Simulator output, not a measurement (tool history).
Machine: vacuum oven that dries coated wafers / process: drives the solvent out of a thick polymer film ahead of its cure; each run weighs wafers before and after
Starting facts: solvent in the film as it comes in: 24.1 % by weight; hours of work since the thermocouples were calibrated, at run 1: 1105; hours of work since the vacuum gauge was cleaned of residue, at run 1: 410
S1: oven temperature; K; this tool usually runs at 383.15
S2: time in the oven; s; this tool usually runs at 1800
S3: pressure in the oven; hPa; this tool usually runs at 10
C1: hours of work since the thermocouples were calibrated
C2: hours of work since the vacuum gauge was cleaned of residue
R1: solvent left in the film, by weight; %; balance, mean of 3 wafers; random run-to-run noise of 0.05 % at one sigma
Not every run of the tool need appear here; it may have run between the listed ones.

run,hour,S1,S2,S3,C1,C2,R1
1,0,383.15,1800,10,1105,410,3.28
2,26.7,383.15,1800,10,1125,429,3.33
3,40.8,375.15,1800,10,1135,440,5.45
4,67.5,383.15,1800,10,1155,459,3.31
5,87.1,383.15,1800,10,1169,474,3.23
6,108,383.15,1800,8.6,1185,489,3.27
7,130.1,383.15,1800,8.6,1201,505,3.19
8,145.3,383.15,1800,8.6,1212,517,3.22
9,166,383.15,1800,8.6,1228,532,3.24
10,187.5,383.15,1800,8.6,1243,548,3.28
11,204.2,383.15,1800,8.6,1256,560,3.25
12,226.5,383.15,1800,8.6,1272,576,3.16
13,254.2,383.15,2340,10,1292,597,2.08
14,269,383.15,2340,10,1303,608,2.07
15,283.8,383.15,1560,17.2,1314,619,4.42
16,296.5,378.15,1860,16.2,1323,628,4.72
17,316.8,378.15,1860,9.2,1338,643,4.25
18,332.8,397.15,1020,5.6,1350,654,2.95
19,350.5,391.15,1980,10,1363,668,1.38
20,363.5,391.15,2700,10,1373,677,0.79
21,377.6,383.15,1680,10,1383,687,3.63
22,389.5,371.15,1500,5.8,1392,696,7.55

Expected results for the next run?
23,413.6,371.15,1500,5.8,1410,714,?

For run 23 the tool returned R1 7.69 %.
Minus the tool's unlogged condition, the same run would have read R1 8.52 %.
